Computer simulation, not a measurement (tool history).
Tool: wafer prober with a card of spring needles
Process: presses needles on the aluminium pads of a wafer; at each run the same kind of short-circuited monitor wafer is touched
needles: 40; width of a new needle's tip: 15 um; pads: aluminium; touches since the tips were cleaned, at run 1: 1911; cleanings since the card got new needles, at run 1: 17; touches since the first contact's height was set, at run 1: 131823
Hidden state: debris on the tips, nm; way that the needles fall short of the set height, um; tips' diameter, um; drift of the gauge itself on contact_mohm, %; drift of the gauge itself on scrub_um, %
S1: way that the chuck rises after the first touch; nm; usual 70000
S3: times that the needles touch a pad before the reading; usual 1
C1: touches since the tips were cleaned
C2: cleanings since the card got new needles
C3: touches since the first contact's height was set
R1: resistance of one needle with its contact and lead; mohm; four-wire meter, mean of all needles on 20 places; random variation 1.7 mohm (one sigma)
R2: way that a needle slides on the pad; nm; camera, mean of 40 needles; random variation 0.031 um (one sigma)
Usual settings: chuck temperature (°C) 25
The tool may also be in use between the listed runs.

{"run": 1, "hour": 0.0, "S1": 70000, "chuck temperature (°C)": 25, "S3": 1, "C1": 1911, "C2": 17, "C3": 131823, "R1": 342, "R2": 10120}
{"run": 2, "hour": 15.8, "S1": 70000, "chuck temperature (°C)": 25, "S3": 1, "C1": 6400, "C2": 17, "C3": 136312, "R1": 491, "R2": 10140}
{"hour": 17.5, "done": "tips cleaned on abrasive film"}
{"run": 3, "hour": 30.1, "S1": 70000, "chuck temperature (°C)": 25, "S3": 1, "C1": 3558, "C2": 18, "C3": 140330, "R1": 579, "R2": 10010}
{"hour": 41.4, "done": "tips cleaned on abrasive film"}
{"run": 4, "hour": 41.4, "S1": 70000, "chuck temperature (°C)": 25, "S3": 1, "C1": 0, "C2": 19, "C3": 143498, "R1": 217, "R2": 9960}
{"hour": 55.6, "done": "tips cleaned on abrasive film, once more"}
{"run": 5, "hour": 60.6, "S1": 70000, "chuck temperature (°C)": 25, "S3": 1, "C1": 1432, "C2": 20, "C3": 148934, "R1": 311, "R2": 9940}
{"hour": 79.1, "done": "tips cleaned on abrasive film"}
{"run": 6, "hour": 79.6, "S1": 70000, "chuck temperature (°C)": 25, "S3": 1, "C1": 123, "C2": 21, "C3": 154283, "R1": 205, "R2": 9920}
{"run": 7, "hour": 90.4, "S1": 70000, "chuck temperature (°C)": 25, "S3": 1, "C1": 3183, "C2": 21, "C3": 157343, "R1": 419, "R2": 9890}
{"run": 8, "hour": 101.7, "S1": 70000, "chuck temperature (°C)": 25, "S3": 1, "C1": 6403, "C2": 21, "C3": 160563, "R1": 513, "R2": 9940}
{"hour": 103.4, "done": "tips cleaned on abrasive film"}
{"run": 9, "hour": 115.4, "S1": 70000, "chuck temperature (°C)": 25, "S3": 1, "C1": 3408, "C2": 22, "C3": 164417, "R1": 416, "R2": 9900}
{"hour": 127.0, "done": "tips cleaned on abrasive film"}
{"run": 10, "hour": 128.3, "S1": 70000, "chuck temperature (°C)": 25, "S3": 1, "C1": 362, "C2": 23, "C3": 168051, "R1": 240, "R2": 9890}
{"run": 11, "hour": 144.6, "S1": 70000, "chuck temperature (°C)": 25, "S3": 1, "C1": 4993, "C2": 23, "C3": 172682, "R1": 473, "R2": 9880}
{"hour": 150.5, "done": "tips cleaned on abrasive film"}
{"run": 12, "hour": 157.8, "S1": 70000, "chuck temperature (°C)": 25, "S3": 1, "C1": 2073, "C2": 24, "C3": 176380, "R1": 347, "R2": 9870}
{"hour": 174.6, "done": "tips cleaned on abrasive film"}
{"run": 13, "hour": 177.7, "S1": 70000, "chuck temperature (°C)": 25, "S3": 1, "C1": 901, "C2": 25, "C3": 182023, "R1": 292, "R2": 9860}
{"run": 14, "hour": 194.1, "S1": 70000, "chuck temperature (°C)": 25, "S3": 1, "C1": 5551, "C2": 25, "C3": 186673, "R1": 513, "R2": 9870}
{"hour": 198.7, "done": "tips cleaned on abrasive film"}
{"run": 15, "hour": 212.3, "S1": 70000, "chuck temperature (°C)": 25, "S3": 1, "C1": 3875, "C2": 26, "C3": 191806, "R1": 445, "R2": 9860}
{"hour": 222.9, "done": "tips cleaned on abrasive film"}
{"run": 16, "hour": 224.8, "S1": 70000, "chuck temperature (°C)": 25, "S3": 1, "C1": 553, "C2": 27, "C3": 195324, "R1": 252, "R2": 9850}
{"run": 17, "hour": 241.9, "S1": 61000, "chuck temperature (°C)": 113, "S3": 1, "C1": 5381, "C2": 27, "C3": 200152, "R1": 572, "R2": 8510}
{"hour": 247.3, "done": "tips cleaned on abrasive film"}
{"run": 18, "hour": 262.1, "S1": 61000, "chuck temperature (°C)": 113, "S3": 1, "C1": 4196, "C2": 28, "C3": 205861, "R1": 515, "R2": 8490}
{"hour": 271.2, "done": "tips cleaned on abrasive film"}
{"run": 19, "hour": 271.6, "S1": 61000, "chuck temperature (°C)": 113, "S3": 1, "C1": 111, "C2": 29, "C3": 208526, "R1": 245, "R2": 8460}
{"run": 20, "hour": 286.2, "S1": 52000, "chuck temperature (°C)": 35, "S3": 1, "C1": 4271, "C2": 29, "C3": 212686, "R1": 706, "R2": 7150}
{"hour": 295.4, "done": "tips cleaned on abrasive film"}
{"run": 21, "hour": 303.1, "S1": 80000, "chuck temperature (°C)": 44, "S3": 1, "C1": 2169, "C2": 30, "C3": 217438, "R1": 325, "R2": 11240}
{"run": 22, "hour": 312.1, "S1": 80000, "chuck temperature (°C)": 44, "S3": 1, "C1": 4738, "C2": 30, "C3": 220007, "R1": 418, "R2": 11340}
{"hour": 319.9, "done": "tips cleaned on abrasive film"}
{"run": 23, "hour": 331.6, "S1": 68000, "chuck temperature (°C)": 46, "S3": 1, "C1": 3315, "C2": 31, "C3": 225507, "R1": 438, "R2": 9420}
{"run": 24, "hour": 342.4, "S1": 57000, "chuck temperature (°C)": 49, "S3": 2, "C1": 6378, "C2": 31, "C3": 228570, "R1": 491, "R2": 7880}
{"hour": 343.7, "done": "tips cleaned on abrasive film"}
{"run": 25, "hour": 360.9, "S1": 57000, "chuck temperature (°C)": 49, "S3": 2, "C1": 4868, "C2": 32, "C3": 233781, "R1": 450, "R2": 7810}
{"hour": 368.4, "done": "tips cleaned on abrasive film"}
{"run": 26, "hour": 374.9, "S1": 57000, "chuck temperature (°C)": 28, "S3": 2, "C1": 1820, "C2": 33, "C3": 237713, "R1": 349, "R2": 7820}
{"hour": 392.7, "done": "tips cleaned on abrasive film"}
{"run": 27, "hour": 393.6, "S1": 57000, "chuck temperature (°C)": 28, "S3": 2, "C1": 276, "C2": 34, "C3": 243012, "R1": 229, "R2": 7780}
{"hour": 403.7, "done": "height of the first contact set anew"}
{"run": 28, "hour": 405.9, "S1": 52000, "chuck temperature (°C)": 25, "S3": 1, "C1": 3664, "C2": 34, "C3": 615, "R1": 623, "R2": 7680}
{"hour": 416.4, "done": "tips cleaned on abrasive film"}
{"run": 29, "hour": 424.3, "S1": 64000, "chuck temperature (°C)": 25, "S3": 1, "C1": 2236, "C2": 35, "C3": 5803, "R1": 389, "R2": 9410}
{"run": 30, "hour": 439.1, "S1": 64000, "chuck temperature (°C)": 25, "S3": 2, "C1": 6436, "C2": 35, "C3": 10003, "R1": 410, "R2": 9430}
{"hour": 440.2, "done": "tips cleaned on abrasive film"}
{"run": 31, "hour": 455.6, "S1": 82000, "chuck temperature (°C)": 25, "S3": 3, "C1": 4362, "C2": 36, "C3": 14655, "R1": 246, "R2": 12080}
{"hour": 464.8, "done": "tips cleaned on abrasive film"}
{"run": 32, "hour": 464.8, "S1": 66000, "chuck temperature (°C)": 94, "S3": 1, "C1": 0, "C2": 37, "C3": 17246, "R1": 221, "R2": 9750}

The same runs without the tool's hidden state, with the same run-to-run variation:
run=1 R1=170 R2=10370
run=2 R1=170 R2=10400
run=3 R1=170 R2=10400
run=4 R1=172 R2=10370
run=5 R1=167 R2=10360
run=6 R1=172 R2=10360
run=7 R1=173 R2=10320
run=8 R1=169 R2=10380
run=9 R1=171 R2=10350
run=10 R1=172 R2=10360
run=11 R1=170 R2=10350
run=12 R1=170 R2=10350
run=13 R1=174 R2=10360
run=14 R1=174 R2=10360
run=15 R1=170 R2=10370
run=16 R1=172 R2=10370
run=17 R1=194 R2=9040
run=18 R1=191 R2=9030
run=19 R1=190 R2=9010
run=20 R1=176 R2=7700
run=21 R1=175 R2=11810
run=22 R1=176 R2=11920
run=23 R1=174 R2=10010
run=24 R1=177 R2=8460
run=25 R1=177 R2=8410
run=26 R1=173 R2=8440
run=27 R1=175 R2=8420
run=28 R1=174 R2=7680
run=29 R1=171 R2=9420
run=30 R1=174 R2=9440
run=31 R1=168 R2=12110
run=32 R1=185 R2=9800
